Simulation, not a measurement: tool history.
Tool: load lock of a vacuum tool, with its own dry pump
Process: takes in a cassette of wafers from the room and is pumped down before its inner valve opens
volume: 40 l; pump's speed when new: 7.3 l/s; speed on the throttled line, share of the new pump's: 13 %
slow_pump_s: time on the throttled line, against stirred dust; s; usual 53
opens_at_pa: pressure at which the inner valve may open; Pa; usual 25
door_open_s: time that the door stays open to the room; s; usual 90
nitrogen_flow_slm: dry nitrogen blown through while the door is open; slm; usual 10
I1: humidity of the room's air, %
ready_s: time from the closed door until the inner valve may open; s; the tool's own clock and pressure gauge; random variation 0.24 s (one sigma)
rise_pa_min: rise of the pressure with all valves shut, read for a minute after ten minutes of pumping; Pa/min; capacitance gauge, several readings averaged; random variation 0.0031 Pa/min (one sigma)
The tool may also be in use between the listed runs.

{"run": 1, "day": 0.0, "slow_pump_s": 53, "opens_at_pa": 25, "door_open_s": 90, "nitrogen_flow_slm": 10, "I1": 43.1, "ready_s": 91.8, "rise_pa_min": 0.076}
{"run": 2, "day": 19.388, "slow_pump_s": 53, "opens_at_pa": 25, "door_open_s": 90, "nitrogen_flow_slm": 10, "I1": 46.1, "ready_s": 91.5, "rise_pa_min": 0.087}
{"run": 3, "day": 32.696, "slow_pump_s": 53, "opens_at_pa": 25, "door_open_s": 90, "nitrogen_flow_slm": 10, "I1": 44.4, "ready_s": 91.6, "rise_pa_min": 0.08}
{"run": 4, "day": 43.758, "slow_pump_s": 53, "opens_at_pa": 25, "door_open_s": 90, "nitrogen_flow_slm": 10, "I1": 46.5, "ready_s": 91.8, "rise_pa_min": 0.083}
{"run": 5, "day": 57.35, "slow_pump_s": 53, "opens_at_pa": 25, "door_open_s": 90, "nitrogen_flow_slm": 10, "I1": 43.4, "ready_s": 92.2, "rise_pa_min": 0.077}
{"run": 6, "day": 71.462, "slow_pump_s": 53, "opens_at_pa": 25, "door_open_s": 90, "nitrogen_flow_slm": 10, "I1": 46.8, "ready_s": 91.8, "rise_pa_min": 0.082}
{"run": 7, "day": 90.554, "slow_pump_s": 53, "opens_at_pa": 25, "door_open_s": 90, "nitrogen_flow_slm": 10, "I1": 48.0, "ready_s": 91.2, "rise_pa_min": 0.083}
{"run": 8, "day": 114.467, "slow_pump_s": 53, "opens_at_pa": 25, "door_open_s": 90, "nitrogen_flow_slm": 10, "I1": 45.0, "ready_s": 91.9, "rise_pa_min": 0.078}
{"run": 9, "day": 138.512, "slow_pump_s": 53, "opens_at_pa": 25, "door_open_s": 90, "nitrogen_flow_slm": 10, "I1": 44.9, "ready_s": 91.2, "rise_pa_min": 0.078}
{"run": 10, "day": 154.458, "slow_pump_s": 53, "opens_at_pa": 25, "door_open_s": 90, "nitrogen_flow_slm": 10, "I1": 46.9, "ready_s": 91.8, "rise_pa_min": 0.087}
{"run": 11, "day": 176.904, "slow_pump_s": 53, "opens_at_pa": 25, "door_open_s": 90, "nitrogen_flow_slm": 10, "I1": 44.8, "ready_s": 91.7, "rise_pa_min": 0.073}
{"run": 12, "day": 193.167, "slow_pump_s": 53, "opens_at_pa": 25, "door_open_s": 90, "nitrogen_flow_slm": 10, "I1": 46.2, "ready_s": 91.9, "rise_pa_min": 0.075}
{"run": 13, "day": 210.054, "slow_pump_s": 53, "opens_at_pa": 25, "door_open_s": 90, "nitrogen_flow_slm": 10, "I1": 43.6, "ready_s": 91.6, "rise_pa_min": 0.079}
{"day": 230.283, "done": "dry pump taken out, an overhauled one fitted"}
{"run": 14, "day": 230.588, "slow_pump_s": 53, "opens_at_pa": 25, "door_open_s": 90, "nitrogen_flow_slm": 10, "I1": 45.9, "ready_s": 91.4, "rise_pa_min": 0.082}
{"run": 15, "day": 252.462, "slow_pump_s": 53, "opens_at_pa": 25, "door_open_s": 90, "nitrogen_flow_slm": 10, "I1": 40.6, "ready_s": 91.8, "rise_pa_min": 0.073}
{"run": 16, "day": 276.788, "slow_pump_s": 53, "opens_at_pa": 25, "door_open_s": 90, "nitrogen_flow_slm": 10, "I1": 44.9, "ready_s": 91.6, "rise_pa_min": 0.074}
{"run": 17, "day": 293.262, "slow_pump_s": 45, "opens_at_pa": 29, "door_open_s": 44, "nitrogen_flow_slm": 35, "I1": 42.4, "ready_s": 84.1, "rise_pa_min": 0.03}
{"run": 18, "day": 313.154, "slow_pump_s": 94, "opens_at_pa": 37, "door_open_s": 44, "nitrogen_flow_slm": 35, "I1": 46.3, "ready_s": 124.6, "rise_pa_min": 0.031}
{"run": 19, "day": 335.017, "slow_pump_s": 53, "opens_at_pa": 34, "door_open_s": 28, "nitrogen_flow_slm": 10, "I1": 45.1, "ready_s": 89.9, "rise_pa_min": 0.04}
{"run": 20, "day": 348.517, "slow_pump_s": 66, "opens_at_pa": 27, "door_open_s": 27, "nitrogen_flow_slm": 17, "I1": 45.7, "ready_s": 102.1, "rise_pa_min": 0.037}
{"run": 21, "day": 372.938, "slow_pump_s": 42, "opens_at_pa": 27, "door_open_s": 27, "nitrogen_flow_slm": 6, "I1": 42.6, "ready_s": 81.7, "rise_pa_min": 0.039}
{"run": 22, "day": 391.496, "slow_pump_s": 53, "opens_at_pa": 25, "door_open_s": 90, "nitrogen_flow_slm": 20, "I1": 42.7, "ready_s": 91.4, "rise_pa_min": 0.065}
{"run": 23, "day": 414.908, "slow_pump_s": 68, "opens_at_pa": 25, "door_open_s": 90, "nitrogen_flow_slm": 22, "I1": 49.1, "ready_s": 105.0, "rise_pa_min": 0.072}

3 ways to go on from here, each from the tool as it stands after run 23. What would each give?
{"run": "A", "day": 428.35, "slow_pump_s": 68, "opens_at_pa": 25, "door_open_s": 79, "nitrogen_flow_slm": 22, "I1": 45.8, "ready_s": "?", "rise_pa_min": "?"}
{"run": "B", "day": 428.35, "slow_pump_s": 53, "opens_at_pa": 49, "door_open_s": 226, "nitrogen_flow_slm": 39, "I1": 44.9, "ready_s": "?", "rise_pa_min": "?"}
{"run": "C", "day": 428.35, "slow_pump_s": 38, "opens_at_pa": 25, "door_open_s": 81, "nitrogen_flow_slm": 15, "I1": 45.1, "ready_s": "?", "rise_pa_min": "?"}

run=A ready_s=104.6 rise_pa_min=0.061
run=B ready_s=87.8 rise_pa_min=0.088
run=C ready_s=78.6 rise_pa_min=0.063
Without the tool's hidden state the same runs would have given:
run=A ready_s=104.6 rise_pa_min=0.059
run=B ready_s=87.8 rise_pa_min=0.086
run=C ready_s=78.6 rise_pa_min=0.061
